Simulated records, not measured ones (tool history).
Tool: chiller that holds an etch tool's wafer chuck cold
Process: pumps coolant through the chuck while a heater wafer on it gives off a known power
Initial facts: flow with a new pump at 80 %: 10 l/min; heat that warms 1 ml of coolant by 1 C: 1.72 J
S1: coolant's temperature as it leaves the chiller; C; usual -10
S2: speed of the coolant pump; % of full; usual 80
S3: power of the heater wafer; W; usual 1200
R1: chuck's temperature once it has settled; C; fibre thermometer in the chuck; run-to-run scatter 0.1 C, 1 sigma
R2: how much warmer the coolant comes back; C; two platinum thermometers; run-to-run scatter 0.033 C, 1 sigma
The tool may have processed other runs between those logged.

{"run": 1, "hour": 0.0, "S1": -10, "S2": 80, "S3": 1200, "R1": 0.2, "R2": 4.33}
{"run": 2, "hour": 42.4, "S1": -10, "S2": 68, "S3": 1200, "R1": 1.2, "R2": 5.24}
{"run": 3, "hour": 72.9, "S1": -10, "S2": 68, "S3": 1200, "R1": 1.3, "R2": 5.27}
{"run": 4, "hour": 133.1, "S1": -10, "S2": 98, "S3": 1200, "R1": -1.4, "R2": 3.45}
{"run": 5, "hour": 187.5, "S1": -10, "S2": 98, "S3": 1200, "R1": -1.1, "R2": 3.42}
{"run": 6, "hour": 219.1, "S1": -10, "S2": 98, "S3": 1200, "R1": -1, "R2": 3.46}
{"run": 7, "hour": 273.2, "S1": -10, "S2": 98, "S3": 1200, "R1": -1.3, "R2": 3.52}
{"run": 8, "hour": 309.5, "S1": -10, "S2": 74, "S3": 1200, "R1": 0.6, "R2": 4.79}
{"run": 9, "hour": 366.3, "S1": -10, "S2": 80, "S3": 1673, "R1": 4.4, "R2": 6.11}
{"run": 10, "hour": 406.8, "S1": -10, "S2": 80, "S3": 1673, "R1": 4.4, "R2": 6.16}
{"run": 11, "hour": 433.5, "S1": -10, "S2": 80, "S3": 1673, "R1": 4.6, "R2": 6.2}

For run 12, what comes out?
{"run": 12, "hour": 484.1, "S1": -15, "S2": 80, "S3": 1079, "R1": "?", "R2": "?"}

Run 12 measured R1 -5.9 C, R2 4.01 C.
Minus the tool's unlogged condition, the same run would have read R1 -6.1 C, R2 3.79 C.
